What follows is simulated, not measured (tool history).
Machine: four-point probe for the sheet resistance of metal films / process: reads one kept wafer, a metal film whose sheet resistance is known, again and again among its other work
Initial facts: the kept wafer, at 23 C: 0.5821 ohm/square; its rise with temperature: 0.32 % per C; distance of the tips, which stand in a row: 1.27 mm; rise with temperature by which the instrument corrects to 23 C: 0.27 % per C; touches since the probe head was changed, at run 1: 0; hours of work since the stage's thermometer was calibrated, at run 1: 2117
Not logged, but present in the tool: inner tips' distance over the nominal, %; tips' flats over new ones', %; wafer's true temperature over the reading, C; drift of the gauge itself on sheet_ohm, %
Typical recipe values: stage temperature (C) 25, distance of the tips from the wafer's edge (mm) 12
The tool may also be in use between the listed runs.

run    hour  stage temperature (C)  distance of the tips from the wafer's edge (mm)  touches since the probe head was changed  hours of work since the stage's thermometer was calibrated  sheet resistance as the instrument gives it (ohm/square)
  1     0.0                     25                                               12                                         0                                                        2117                                                  0.585950
  2    90.6                     25                                               12                                      4829                                                        2174                                                  0.586129
  3   169.0                     25                                               12                                      9008                                                        2223                                                  0.586101
      229.4  -- stage's thermometer calibrated
  4   304.3                     25                                               12                                     16195                                                          47                                                  0.586031
  5   401.3                     25                                               12                                     21364                                                         109                                                  0.586183
  6   461.0                     25                                               12                                     24544                                                         146                                                  0.586231
  7   564.4                     25                                               12                                     30060                                                         211                                                  0.586178
  8   638.5                     25                                               12                                     34010                                                         258                                                  0.586110
  9   706.2                     25                                               12                                     37615                                                         301                                                  0.586194
 10   775.6                     25                                               12                                     41315                                                         345                                                  0.586036
 11   872.6                     25                                               12                                     46488                                                         406                                                  0.586300
 12   994.2                     25                                               12                                     52970                                                         483                                                  0.586156
 13  1075.2                     25                                               12                                     57287                                                         534                                                  0.586279
 14  1160.3                     25                                               12                                     61824                                                         588                                                  0.586216
 15  1286.1                     25                                               12                                     68527                                                         667                                                  0.586148
 16  1405.7                     22                                               12                                     74902                                                         742                                                  0.585280
 17  1500.1                     22                                               12                                     79936                                                         802                                                  0.585312
 18  1638.8                     22                                               12                                     87325                                                         889                                                  0.585160
 19  1759.6                     29                                               17                                     93769                                                         966                                                  0.585431
 20  1897.0                     23                                                7                                    101093                                                        1053                                                  0.592125
 21  2018.5                     23                                                7                                    107569                                                        1129                                                  0.592012
 22  2126.4                     23                                                7                                    113316                                                        1197                                                  0.592405
 23  2215.4                     21                                                6                                    118061                                                        1253                                                  0.595123
 24  2351.8                     33                                               26                                    125336                                                        1340                                                  0.585648
 25  2443.6                     25                                               53                                    130224                                                        1397                                                  0.582691
 26  2508.6                     24                                               65                                    133689                                                        1438                                                  0.582336
 27  2631.9                     33                                               53                                    140262                                                        1516                                                  0.584911
 28  2699.9                     23                                               35                                    143890                                                        1559                                                  0.582288
 29  2785.3                     23                                               35                                    148439                                                        1613                                                  0.582364
 30  2916.6                     35                                               35                                    155441                                                        1696                                                  0.585898
 31  2977.0                     20                                               52                                    158660                                                        1734                                                  0.581158
 32  3047.0                     29                                               11                                    162389                                                        1778                                                  0.587927
 33  3112.1                     32                                               14                                    165862                                                        1819                                                  0.587144
 34  3188.6                     26                                                7                                    169937                                                        1868                                                  0.592849
 35  3246.6                     20                                                4                                    173029                                                        1904                                                  0.610920

5 options for the next run, each taken on its own from the tool as it stands now. Forecast them:
  A  3384.3                     26                                                4                                    180368                                                        1991                                                         ?
  B  3384.3                     25                                                7                                    180368                                                        1991                                                         ?
  C  3384.3                     25                                                5                                    180368                                                        1991                                                         ?
  D  3384.3                     20                                               55                                    180368                                                        1991                                                         ?
  E  3384.3                     23                                               58                                    180368                                                        1991                                                         ?

run  sheet resistance as the instrument gives it (ohm/square)
  A                                                  0.612808
  B                                                  0.592804
  C                                                  0.602022
  D                                                  0.581243
  E                                                  0.581927
Stripped of hidden state, with their random variation kept, the same runs would have yielded:
run  sheet resistance as the instrument gives it (ohm/square)
  A                                                  0.612958
  B                                                  0.592949
  C                                                  0.602169
  D                                                  0.581386
  E                                                  0.582069
